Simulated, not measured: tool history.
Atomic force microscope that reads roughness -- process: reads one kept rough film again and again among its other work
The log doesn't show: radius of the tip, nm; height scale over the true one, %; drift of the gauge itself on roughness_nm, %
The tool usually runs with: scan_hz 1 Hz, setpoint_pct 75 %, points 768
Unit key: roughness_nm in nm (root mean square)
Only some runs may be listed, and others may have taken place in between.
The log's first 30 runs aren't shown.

run,hour,scan_hz,setpoint_pct,points,pictures with this tip,hours of work since the height scale was calibrated,roughness_nm
31,1124.7,1.04,78,415,81,899,4.344
32,1177.4,1.68,69,615,177,938,4.226
33,1219.5,1.42,65,405,254,969,4.199
34,1269.2,1.42,70,676,345,1005,4.113
# hour 1297.4: new tip fitted
35,1307.8,1.42,65,654,19,1033,4.534
36,1338.2,1.42,65,654,75,1056,4.483
37,1374.9,1.42,65,654,142,1083,4.364
# hour 1425.9: height scale calibrated on a step standard
38,1433,1,64,351,246,5,4.213
39,1485.7,1,62,328,342,44,4.116
# hour 1512.9: new tip fitted
40,1532.3,1,59,768,35,78,4.53
41,1564.9,1,59,768,95,102,4.464
42,1589.5,1.25,59,379,140,120,4.37
43,1614.4,0.96,79,548,185,138,4.176
44,1642.8,0.96,81,504,237,159,4.148
45,1693.7,0.96,81,504,330,197,4.011
# hour 1727.5: new tip fitted
46,1742.9,3.72,71,959,28,233,4.039
47,1785,1.78,75,658,104,264,4.175
48,1837.8,1.78,75,658,201,303,4.087
49,1896.7,1.78,75,658,308,346,3.982
50,1930.5,0.57,79,345,370,371,4.073
# hour 1943.9: new tip fitted
51,1976.4,0.57,85,450,59,404,4.338
52,2012.2,0.57,89,314,124,431,4.211
53,2063.6,1,65,735,218,469,4.246

Predict each of these 4 candidate next runs independently; none follows another, all start after run 53:
A,2107.7,1.15,75,664,299,501,?
B,2107.7,1,75,856,299,501,?
C,2107.7,0.62,70,562,299,501,?
D,2107.7,1,74,469,299,501,?

run,roughness_nm
A,4.094
B,4.102
C,4.184
D,4.097
With the hidden condition removed and each run's random variation left untouched, the same runs would have given:
run,roughness_nm
A,4.447
B,4.456
C,4.546
D,4.451
